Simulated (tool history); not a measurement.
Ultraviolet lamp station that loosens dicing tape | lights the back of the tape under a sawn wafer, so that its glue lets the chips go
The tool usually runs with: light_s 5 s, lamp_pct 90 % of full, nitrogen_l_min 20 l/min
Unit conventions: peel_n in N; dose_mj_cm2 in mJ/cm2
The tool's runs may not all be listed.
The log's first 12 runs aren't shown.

run	hour	light_s	lamp_pct	nitrogen_l_min	hours of work of the lamp	hours of work since the window was cleaned	peel_n	dose_mj_cm2
13	132.3	5	93	20	407	146	0.523	442
14	142.3	5	93	20	415	154	0.520	437
15	152.5	5	85	20	422	161	0.594	396
16	162.1	10	90	20	429	168	0.211	847
17	171.2	10	90	20	436	175	0.201	837
# hour 172.8: window cleaned of glue's vapour
18	177.6	10	90	20	440	4	0.228	779
19	188.0	3	90	20	448	11	1.197	231
20	197.6	3	90	20	455	18	1.216	233
21	208.4	5	90	20	463	26	0.658	383
# hour 216.6: window cleaned of glue's vapour, once more
22	220.7	5	90	20	471	3	0.494	451
23	230.7	5	90	38	479	10	0.421	456
24	243.6	4	93	10	488	20	0.858	369
25	255.3	4	93	10	496	28	0.887	367
26	264.0	6	95	20	503	35	0.367	561
27	275.3	6	95	20	511	43	0.362	553
28	282.0	8	81	10	516	48	0.389	635
29	294.7	5	90	16	525	57	0.560	433
30	304.4	5	90	16	532	64	0.587	436
31	312.4	8	76	16	538	70	0.368	585
32	325.7	8	60	19	548	80	0.517	449
33	337.6	2	78	34	557	88	1.696	148
34	343.6	5	90	19	561	93	0.584	416

Run 35 has not been measured yet. What should we expect?
35	353.3	5	63	9	568	100	?	?

peel_n: 1.146 N
dose_mj_cm2: 293 mJ/cm2
Had the tool carried no hidden state, the very same run would have given peel_n 0.906 N, dose_mj_cm2 360 mJ/cm2.

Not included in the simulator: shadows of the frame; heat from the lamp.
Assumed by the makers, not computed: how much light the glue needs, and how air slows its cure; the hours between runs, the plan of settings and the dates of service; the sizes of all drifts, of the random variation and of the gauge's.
